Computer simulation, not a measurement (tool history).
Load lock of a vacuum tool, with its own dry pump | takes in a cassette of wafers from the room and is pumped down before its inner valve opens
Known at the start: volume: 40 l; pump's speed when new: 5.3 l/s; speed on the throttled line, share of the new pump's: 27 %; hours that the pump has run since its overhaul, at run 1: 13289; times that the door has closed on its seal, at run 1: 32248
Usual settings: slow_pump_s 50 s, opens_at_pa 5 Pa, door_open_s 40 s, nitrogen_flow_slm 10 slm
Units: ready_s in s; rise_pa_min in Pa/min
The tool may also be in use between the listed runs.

run      day  slow_pump_s  opens_at_pa  door_open_s  nitrogen_flow_slm  hours that the pump has run since its overhaul  times that the door has closed on its seal  incoming humidity of the room's air, %  ready_s  rise_pa_min
  1    0.000           50            5           40                 10                                           13289                                       32248                                    47.2    112.8        0.019
  2    8.358           50            5           40                 10                                           13490                                       32869                                    49.9    112.1        0.023
      10.896  -- dry pump taken out, an overhauled one fitted
  3   21.450           50            5           40                 10                                             253                                       33824                                    44.9    112.0        0.024
  4   36.258           50            5           40                 10                                             609                                       34925                                    46.7    112.3        0.023
  5   48.129           50            5           40                 10                                             894                                       35808                                    44.7    112.0        0.024
  6   59.596           50            7           40                 10                                            1169                                       36661                                    41.5    109.5        0.017
  7   66.012           50            7           40                 10                                            1323                                       37137                                    45.5    111.1        0.017
  8   75.867           50            7           40                 10                                            1559                                       37870                                    45.7    109.2        0.023
  9   89.262           50            7           40                  5                                            1881                                       38866                                    44.3    108.8        0.028
 10   95.358           50            5           40                 10                                            2027                                       39320                                    47.8    112.1        0.028
 11  107.700           50            5           40                 10                                            2323                                       40237                                    46.4    112.4        0.026
 12  120.812           50            5           40                 10                                            2638                                       41212                                    44.7    111.7        0.023
 13  127.433           50            5           53                 10                                            2797                                       41705                                    47.7    111.6        0.032
 14  135.342           50            6           53                 10                                            2987                                       42292                                    43.9    110.8        0.023
 15  144.458           50            5           40                 10                                            3205                                       42970                                    42.5    112.3        0.022
 16  153.000           50            5           40                 10                                            3411                                       43606                                    47.2    113.1        0.031
 17  164.900           71            5           40                 10                                            3696                                       44491                                    46.0    124.5        0.021
 18  172.433           50            5           40                 10                                            3877                                       45050                                    46.6    111.0        0.020
 19  181.562           50            5           40                 10                                            4096                                       45729                                    43.5    112.2        0.020
 20  191.792           50            7           37                 10                                            4341                                       46490                                    45.6    109.7        0.023
 21  203.621           50            7           37                 10                                            4625                                       47370                                    44.8    108.9        0.021
 22  213.288           50            5           83                 10                                            4857                                       48088                                    46.3    112.1        0.036

Forecast run 23:
 23  223.242           50            5           83                 10                                            5096                                       48828                                    46.5        ?            ?

ready_s: 112.6 s
rise_pa_min: 0.037 Pa/min
Without the tool's hidden state the same run would have given ready_s 112.6 s, rise_pa_min 0.037 Pa/min.
